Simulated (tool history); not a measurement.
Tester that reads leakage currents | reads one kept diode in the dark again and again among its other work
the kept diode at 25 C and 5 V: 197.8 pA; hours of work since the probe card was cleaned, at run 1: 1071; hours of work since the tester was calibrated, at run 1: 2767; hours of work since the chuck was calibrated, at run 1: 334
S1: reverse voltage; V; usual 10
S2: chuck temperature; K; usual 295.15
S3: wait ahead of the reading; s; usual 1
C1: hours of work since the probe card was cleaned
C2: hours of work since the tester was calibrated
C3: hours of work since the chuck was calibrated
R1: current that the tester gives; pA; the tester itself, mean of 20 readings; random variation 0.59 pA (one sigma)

run	hour	S1	S2	S3	C1	C2	C3	R1
1	0	10	295.15	1	1071	2767	334	185.58
2	64.8	10	295.15	1	1109	2805	372	182.58
3	152.1	10	295.15	1	1160	2856	423	181.85
4	242.2	10	295.15	1	1213	2910	476	179.27
5	370.5	10	295.15	1	1289	2985	552	175.92
6	502.7	9.4	295.15	1	1367	3063	630	169.1
7	557.3	9.4	295.15	1	1399	3095	662	167.92
# hour 655.1: chuck's temperature calibrated
8	671.2	10	295.15	1	1465	3161	9	198.34
9	737.5	10	295.15	2.04	1504	3200	49	196.2
10	844.1	10	295.15	2.04	1567	3263	111	193
11	926.2	10	295.15	2.04	1615	3311	160	190.47
12	1044.2	5.2	295.15	2.04	1685	3381	229	145.93
13	1144.7	6.3	295.15	2.04	1744	3440	289	155.81
14	1277.3	10	295.15	1	1822	3518	367	184.04
15	1336	1.8	295.15	1	1857	3553	401	93.55
16	1433.7	10	295.15	1	1914	3611	459	178.8
17	1546.8	10	295.15	1	1981	3677	526	176.18
18	1654.8	10	295.15	3.67	2045	3741	589	173.03
19	1786.6	10	295.15	1	2122	3819	667	171.35
# hour 1876.6: chuck's temperature calibrated
20	1891.4	10	295.15	1	2183	3879	9	198.22
21	1947.2	4.6	295.15	1.44	2216	3912	42	145.49
22	2010.6	1.5	295.15	1.44	2253	3949	79	93.35
23	2093.5	1.5	295.15	1.44	2302	3998	128	92.45
24	2219.5	1.5	295.15	1.44	2376	4072	202	90.97
25	2320.4	4.2	316.15	1.37	2436	4132	262	802.64
26	2448	4.2	316.15	1.37	2511	4207	337	793.46
27	2546.6	10	295.15	5.11	2569	4265	395	181.91
28	2602.4	10	295.15	5.11	2602	4298	428	180.84
29	2697.3	10	295.15	5.67	2658	4354	484	178.52
30	2808.7	18.4	294.15	4.08	2724	4420	549	206.56
31	2883.4	1.9	309.15	3.92	2768	4464	593	311
32	3006.4	16	295.15	5.35	2840	4536	666	207.27
33	3088.3	9.1	295.15	0.36	2888	4585	714	165.83
# hour 3098: chuck's temperature calibrated
34	3144.2	8.7	295.15	2.04	2920	4616	27	188.62
35	3257.3	8.7	298.15	2.04	2987	4683	94	243.57
36	3345.6	8.7	294.15	6.77	3039	4735	146	168.69
37	3446.8	2.9	311.15	8.24	3099	4795	206	471.78
38	3536.1	2.9	311.15	8.24	3151	4847	258	470.48

Some steps in R1 between neighbouring runs. How much of each would the tool show without its hidden state too (settings, what came in, random variation), and how much is left for the hidden state, with any gauge scatter that isn't in both results?
The hidden state here: stray current of the dirty probe card, pA a volt; current scale over the true one, %; true chuck temperature over the reading, C; drift of the gauge itself on leakage_pa, %.
Run 24 -> 25: S1 1.5 -> 4.2, S2 295.15 -> 316.15, S3 1.44 -> 1.37. R1 +711.67 pA: hidden state -53.55, all else +765.22.
Run 26 -> 27: S1 4.2 -> 10, S2 316.15 -> 295.15, S3 1.37 -> 5.11. R1 -611.55 pA: hidden state +58.34, all else -669.89.
Run 30 -> 31: S1 18.4 -> 1.9, S2 294.15 -> 309.15, S3 4.08 -> 3.92. R1 +104.44 pA: hidden state -33.27, all else +137.71.
Run 36 -> 37: S1 8.7 -> 2.9, S2 294.15 -> 311.15, S3 6.77 -> 8.24. R1 +303.09 pA: hidden state -26.17, all else +329.26.

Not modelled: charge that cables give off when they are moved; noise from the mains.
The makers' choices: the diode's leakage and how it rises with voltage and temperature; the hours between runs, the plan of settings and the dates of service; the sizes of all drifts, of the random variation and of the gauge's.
